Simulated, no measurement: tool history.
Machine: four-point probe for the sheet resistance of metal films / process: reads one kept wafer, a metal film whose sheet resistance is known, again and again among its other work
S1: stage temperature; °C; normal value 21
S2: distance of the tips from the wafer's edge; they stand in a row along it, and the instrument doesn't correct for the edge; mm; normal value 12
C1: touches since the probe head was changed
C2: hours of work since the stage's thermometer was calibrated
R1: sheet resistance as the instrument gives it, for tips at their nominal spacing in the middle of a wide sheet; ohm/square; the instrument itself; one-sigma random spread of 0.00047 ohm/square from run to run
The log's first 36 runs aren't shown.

{"run": 37, "hour": 727.4, "S1": 20, "S2": 16, "C1": 17186, "C2": 286, "R1": 2.3497}
{"run": 38, "hour": 754.5, "S1": 23, "S2": 44, "C1": 17721, "C2": 303, "R1": 2.341479}
{"run": 39, "hour": 781.5, "S1": 30, "S2": 73, "C1": 18252, "C2": 320, "R1": 2.334969}
{"run": 40, "hour": 800.0, "S1": 30, "S2": 44, "C1": 18615, "C2": 332, "R1": 2.334332}
{"run": 41, "hour": 821.8, "S1": 18, "S2": 41, "C1": 19046, "C2": 346, "R1": 2.347857}
{"run": 42, "hour": 846.6, "S1": 18, "S2": 11, "C1": 19533, "C2": 361, "R1": 2.357217}
{"run": 43, "hour": 860.1, "S1": 21, "S2": 8, "C1": 19799, "C2": 370, "R1": 2.362804}
{"run": 44, "hour": 877.8, "S1": 30, "S2": 3, "C1": 20148, "C2": 381, "R1": 2.465786}

Branching from run 44: 4 alternative next runs. What would each branch give?
{"run": "A", "hour": 901.4, "S1": 34, "S2": 20, "C1": 20613, "C2": 396, "R1": "?"}
{"run": "B", "hour": 901.4, "S1": 30, "S2": 3, "C1": 20613, "C2": 396, "R1": "?"}
{"run": "C", "hour": 901.4, "S1": 30, "S2": 38, "C1": 20613, "C2": 396, "R1": "?"}
{"run": "D", "hour": 901.4, "S1": 33, "S2": 3, "C1": 20613, "C2": 396, "R1": "?"}

run=A R1=2.333026
run=B R1=2.464451
run=C R1=2.334545
run=D R1=2.46291
With the hidden condition removed and each run's random variation left untouched, the same runs would have given:
run=A R1=2.34738
run=B R1=2.479552
run=C R1=2.348914
run=D R1=2.477999
